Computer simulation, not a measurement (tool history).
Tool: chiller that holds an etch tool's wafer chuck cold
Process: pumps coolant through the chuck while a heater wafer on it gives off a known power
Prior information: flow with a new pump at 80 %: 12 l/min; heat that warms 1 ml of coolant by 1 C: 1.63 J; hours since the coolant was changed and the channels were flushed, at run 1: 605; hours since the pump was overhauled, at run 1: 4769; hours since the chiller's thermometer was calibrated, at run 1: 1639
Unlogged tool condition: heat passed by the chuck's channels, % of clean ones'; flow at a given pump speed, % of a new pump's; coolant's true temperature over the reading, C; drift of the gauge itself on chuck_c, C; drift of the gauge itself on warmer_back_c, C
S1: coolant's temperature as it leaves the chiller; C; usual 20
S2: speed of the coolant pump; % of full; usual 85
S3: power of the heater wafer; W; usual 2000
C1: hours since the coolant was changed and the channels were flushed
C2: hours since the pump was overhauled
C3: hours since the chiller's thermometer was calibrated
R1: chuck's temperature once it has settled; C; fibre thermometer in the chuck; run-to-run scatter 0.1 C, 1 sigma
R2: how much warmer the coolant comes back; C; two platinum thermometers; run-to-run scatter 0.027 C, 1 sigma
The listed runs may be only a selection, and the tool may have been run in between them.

run	hour	S1	S2	S3	C1	C2	C3	R1	R2
1	0.0	20	85	2000	605	4769	1639	35.8	5.74
2	99.8	20	85	2594	705	4869	1739	40.4	7.48
3	199.1	20	85	2594	805	4968	1838	40.4	7.48
4	362.0	20	85	2000	967	5131	2001	35.8	5.76
5	448.1	20	85	2000	1054	5217	2087	35.7	5.76
6	557.8	20	85	2000	1163	5327	2197	35.8	5.70
7	649.8	20	85	2000	1255	5418	2289	35.8	5.65
# hour 702.4: chiller's thermometer calibrated
8	746.3	13	85	2000	1351	5514	44	28.9	5.65
9	816.5	20	87	2000	1421	5584	114	35.5	5.55
10	970.8	20	87	2000	1575	5739	268	35.5	5.56
11	1078.0	20	87	1300	1682	5846	376	30.0	3.59
12	1164.5	20	85	2000	1769	5932	462	35.7	5.63
13	1248.1	20	85	2000	1853	6016	546	35.7	5.67
14	1340.8	20	85	2000	1945	6108	638	35.8	5.61
15	1435.3	20	85	2000	2040	6203	733	35.8	5.66
16	1585.8	20	85	2000	2190	6354	883	35.8	5.64
17	1684.6	19	77	2457	2289	6452	982	39.9	7.67
18	1785.1	19	77	2457	2390	6553	1083	39.9	7.66
19	1867.0	19	77	2457	2471	6635	1165	39.9	7.64
20	2009.1	19	77	2457	2614	6777	1307	40.1	7.59
21	2116.0	13	60	2043	2720	6884	1414	34.4	8.21
22	2233.7	13	60	2057	2838	7001	1531	34.5	8.22
23	2370.6	13	85	1023	2975	7138	1668	21.1	2.68
24	2443.4	18	85	2475	3048	7211	1741	37.6	6.87
25	2594.3	18	85	2475	3199	7362	1892	37.4	6.82
26	2716.7	24	66	2475	3321	7484	2014	47.7	8.95
27	2798.0	16	85	2000	3402	7566	2096	31.8	5.48
28	2880.6	16	85	2000	3485	7648	2178	31.9	5.47
29	2977.9	16	85	2000	3582	7746	2276	31.8	5.46
# hour 2998.7: gauge calibrated
# hour 3041.3: chiller's thermometer calibrated
30	3116.5	22	75	2416	3720	7883	75	43.1	7.93
31	3242.2	18	65	1855	3846	8009	201	36.2	7.01
32	3356.6	18	65	1855	3960	8123	315	35.9	7.01

Some steps in R2, run to run, broken into two amounts with sign: the step expected even without the hidden condition (settings, incoming material, random variation), and the rest, left for the hidden condition together with whatever gauge scatter is not in both the measured and the hidden-condition-free result:
Run 3 -> 4: S3 2594 -> 2000. R2 -1.72 C: hidden state -0.02, all else -1.70.
Run 22 -> 23: S2 60 -> 85, S3 2057 -> 1023. R2 -5.54 C: hidden state -0.03, all else -5.51.
Run 23 -> 24: S1 13 -> 18, S3 1023 -> 2475. R2 +4.19 C: hidden state +0.00, all else +4.19.
Run 26 -> 27: S1 24 -> 16, S2 66 -> 85, S3 2475 -> 2000. R2 -3.47 C: hidden state -0.01, all else -3.46.
Run 29 -> 30: S1 16 -> 22, S2 85 -> 75, S3 2000 -> 2416, gauge calibrated, chiller's thermometer calibrated. R2 +2.47 C: hidden state +0.31, all else +2.16.
